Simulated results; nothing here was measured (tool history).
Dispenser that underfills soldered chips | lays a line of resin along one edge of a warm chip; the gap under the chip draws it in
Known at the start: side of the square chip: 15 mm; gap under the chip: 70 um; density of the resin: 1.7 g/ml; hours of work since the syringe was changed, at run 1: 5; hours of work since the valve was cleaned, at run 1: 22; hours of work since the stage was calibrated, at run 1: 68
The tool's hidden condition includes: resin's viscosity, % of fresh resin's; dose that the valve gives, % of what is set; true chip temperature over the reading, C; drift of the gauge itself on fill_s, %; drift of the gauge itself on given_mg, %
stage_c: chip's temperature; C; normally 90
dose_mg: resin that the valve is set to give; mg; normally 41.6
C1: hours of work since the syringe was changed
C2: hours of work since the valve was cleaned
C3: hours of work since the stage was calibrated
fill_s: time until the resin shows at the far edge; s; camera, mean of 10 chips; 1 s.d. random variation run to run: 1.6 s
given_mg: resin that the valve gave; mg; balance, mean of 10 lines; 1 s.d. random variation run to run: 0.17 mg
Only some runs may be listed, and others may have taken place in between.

{"run": 1, "day": 0.0, "stage_c": 90, "dose_mg": 41.6, "C1": 5, "C2": 22, "C3": 68, "fill_s": 183.4, "given_mg": 40.83}
{"day": 0.112, "done": "new syringe of resin"}
{"run": 2, "day": 0.129, "stage_c": 90, "dose_mg": 41.6, "C1": 0, "C2": 25, "C3": 70, "fill_s": 158.5, "given_mg": 40.44}
{"run": 3, "day": 0.288, "stage_c": 90, "dose_mg": 41.6, "C1": 3, "C2": 27, "C3": 72, "fill_s": 177.9, "given_mg": 40.25}
{"run": 4, "day": 0.379, "stage_c": 90, "dose_mg": 41.6, "C1": 5, "C2": 29, "C3": 74, "fill_s": 184, "given_mg": 40.3}
{"run": 5, "day": 0.462, "stage_c": 90, "dose_mg": 41.6, "C1": 6, "C2": 31, "C3": 76, "fill_s": 192.8, "given_mg": 40.33}
{"day": 0.5, "done": "new syringe of resin"}
{"run": 6, "day": 0.617, "stage_c": 90, "dose_mg": 41.6, "C1": 2, "C2": 33, "C3": 78, "fill_s": 165, "given_mg": 40.07}
{"run": 7, "day": 0.779, "stage_c": 90, "dose_mg": 41.6, "C1": 5, "C2": 36, "C3": 81, "fill_s": 183.7, "given_mg": 40.2}
{"day": 0.879, "done": "new syringe of resin"}
{"run": 8, "day": 0.921, "stage_c": 90, "dose_mg": 41.6, "C1": 1, "C2": 38, "C3": 83, "fill_s": 158.1, "given_mg": 40.1}
{"run": 9, "day": 1.088, "stage_c": 94, "dose_mg": 41.6, "C1": 4, "C2": 41, "C3": 86, "fill_s": 160.9, "given_mg": 39.79}
{"day": 1.262, "done": "new syringe of resin"}
{"run": 10, "day": 1.275, "stage_c": 94, "dose_mg": 41.6, "C1": 0, "C2": 44, "C3": 89, "fill_s": 142.3, "given_mg": 40.04}
{"run": 11, "day": 1.408, "stage_c": 90, "dose_mg": 37.5, "C1": 3, "C2": 47, "C3": 92, "fill_s": 177, "given_mg": 35.97}
{"run": 12, "day": 1.588, "stage_c": 92, "dose_mg": 41.6, "C1": 6, "C2": 50, "C3": 95, "fill_s": 180.8, "given_mg": 39.5}
{"day": 1.642, "done": "new syringe of resin"}
{"run": 13, "day": 1.779, "stage_c": 92, "dose_mg": 41.6, "C1": 2, "C2": 53, "C3": 98, "fill_s": 164.4, "given_mg": 39.39}
{"run": 14, "day": 1.929, "stage_c": 88, "dose_mg": 41.6, "C1": 5, "C2": 56, "C3": 101, "fill_s": 202.2, "given_mg": 39.2}
{"day": 2.017, "done": "new syringe of resin"}
{"run": 15, "day": 2.025, "stage_c": 88, "dose_mg": 41.6, "C1": 0, "C2": 57, "C3": 102, "fill_s": 162.4, "given_mg": 39.3}
{"run": 16, "day": 2.167, "stage_c": 88, "dose_mg": 41.6, "C1": 3, "C2": 60, "C3": 105, "fill_s": 178.5, "given_mg": 39.24}
{"run": 17, "day": 2.296, "stage_c": 88, "dose_mg": 41.6, "C1": 5, "C2": 62, "C3": 107, "fill_s": 196.4, "given_mg": 39.11}
{"day": 2.392, "done": "new syringe of resin"}
{"run": 18, "day": 2.458, "stage_c": 101, "dose_mg": 41.6, "C1": 1, "C2": 65, "C3": 110, "fill_s": 115.1, "given_mg": 39.04}
{"run": 19, "day": 2.546, "stage_c": 84, "dose_mg": 43.4, "C1": 3, "C2": 66, "C3": 111, "fill_s": 203.8, "given_mg": 40.64}
{"run": 20, "day": 2.7, "stage_c": 90, "dose_mg": 36.6, "C1": 5, "C2": 69, "C3": 114, "fill_s": 195.4, "given_mg": 34.08}
{"day": 2.754, "done": "dispensing valve cleaned and set on the balance"}
{"day": 2.821, "done": "new syringe of resin"}
{"run": 21, "day": 2.933, "stage_c": 90, "dose_mg": 36.6, "C1": 2, "C2": 3, "C3": 117, "fill_s": 170.8, "given_mg": 36.54}
{"run": 22, "day": 3.067, "stage_c": 88, "dose_mg": 44.9, "C1": 4, "C2": 5, "C3": 120, "fill_s": 194.4, "given_mg": 45.25}
{"run": 23, "day": 3.15, "stage_c": 88, "dose_mg": 44.9, "C1": 6, "C2": 7, "C3": 121, "fill_s": 202.4, "given_mg": 44.74}
{"day": 3.196, "done": "new syringe of resin"}
{"run": 24, "day": 3.262, "stage_c": 75, "dose_mg": 41.6, "C1": 1, "C2": 9, "C3": 123, "fill_s": 268.7, "given_mg": 41.2}
{"run": 25, "day": 3.4, "stage_c": 84, "dose_mg": 52.6, "C1": 4, "C2": 11, "C3": 125, "fill_s": 209.3, "given_mg": 51.7}
{"run": 26, "day": 3.529, "stage_c": 84, "dose_mg": 52.6, "C1": 6, "C2": 13, "C3": 128, "fill_s": 227.2, "given_mg": 52.27}
{"day": 3.575, "done": "new syringe of resin"}
{"run": 27, "day": 3.692, "stage_c": 77, "dose_mg": 52.5, "C1": 2, "C2": 16, "C3": 130, "fill_s": 251, "given_mg": 51.69}
{"run": 28, "day": 3.796, "stage_c": 101, "dose_mg": 50.3, "C1": 4, "C2": 18, "C3": 132, "fill_s": 126.6, "given_mg": 49.53}
{"run": 29, "day": 3.904, "stage_c": 77, "dose_mg": 41.6, "C1": 6, "C2": 20, "C3": 134, "fill_s": 290.9, "given_mg": 40.81}
{"day": 3.95, "done": "new syringe of resin"}
{"run": 30, "day": 4.088, "stage_c": 88, "dose_mg": 52, "C1": 3, "C2": 23, "C3": 137, "fill_s": 178.9, "given_mg": 50.96}
{"run": 31, "day": 4.242, "stage_c": 90, "dose_mg": 46.5, "C1": 5, "C2": 26, "C3": 140, "fill_s": 184.2, "given_mg": 45.37}
{"day": 4.333, "done": "new syringe of resin"}
{"run": 32, "day": 4.417, "stage_c": 90, "dose_mg": 46.5, "C1": 1, "C2": 29, "C3": 143, "fill_s": 162.3, "given_mg": 45.52}
{"run": 33, "day": 4.554, "stage_c": 84, "dose_mg": 39.2, "C1": 4, "C2": 31, "C3": 145, "fill_s": 224.1, "given_mg": 38.1}
{"day": 4.717, "done": "new syringe of resin"}
{"run": 34, "day": 4.762, "stage_c": 78, "dose_mg": 37.6, "C1": 1, "C2": 34, "C3": 149, "fill_s": 235.7, "given_mg": 36.22}
{"run": 35, "day": 4.954, "stage_c": 86, "dose_mg": 39.7, "C1": 4, "C2": 38, "C3": 152, "fill_s": 203.8, "given_mg": 38.29}
{"run": 36, "day": 5.058, "stage_c": 89, "dose_mg": 46.7, "C1": 6, "C2": 40, "C3": 154, "fill_s": 194.6, "given_mg": 45.46}

A few steps of fill_s between consecutive runs. Split each: what settings, incoming material and random variation would produce without the hidden state, and what is left over for the hidden state, along with gauge scatter present in only one of the two compared results (measured, and without hidden state):
Run 14 -> 15: new syringe of resin. fill_s -39.8 s: hidden state -37.5, all else -2.3.
Run 27 -> 28: stage_c 77 -> 101, dose_mg 52.5 -> 50.3. fill_s -124.4 s: hidden state -2.6, all else -121.8.
Run 28 -> 29: stage_c 101 -> 77, dose_mg 50.3 -> 41.6. fill_s +164.3 s: hidden state +40, all else +124.3.
Run 29 -> 30: stage_c 77 -> 88, dose_mg 41.6 -> 52, new syringe of resin. fill_s -112 s: hidden state -43.7, all else -68.3.

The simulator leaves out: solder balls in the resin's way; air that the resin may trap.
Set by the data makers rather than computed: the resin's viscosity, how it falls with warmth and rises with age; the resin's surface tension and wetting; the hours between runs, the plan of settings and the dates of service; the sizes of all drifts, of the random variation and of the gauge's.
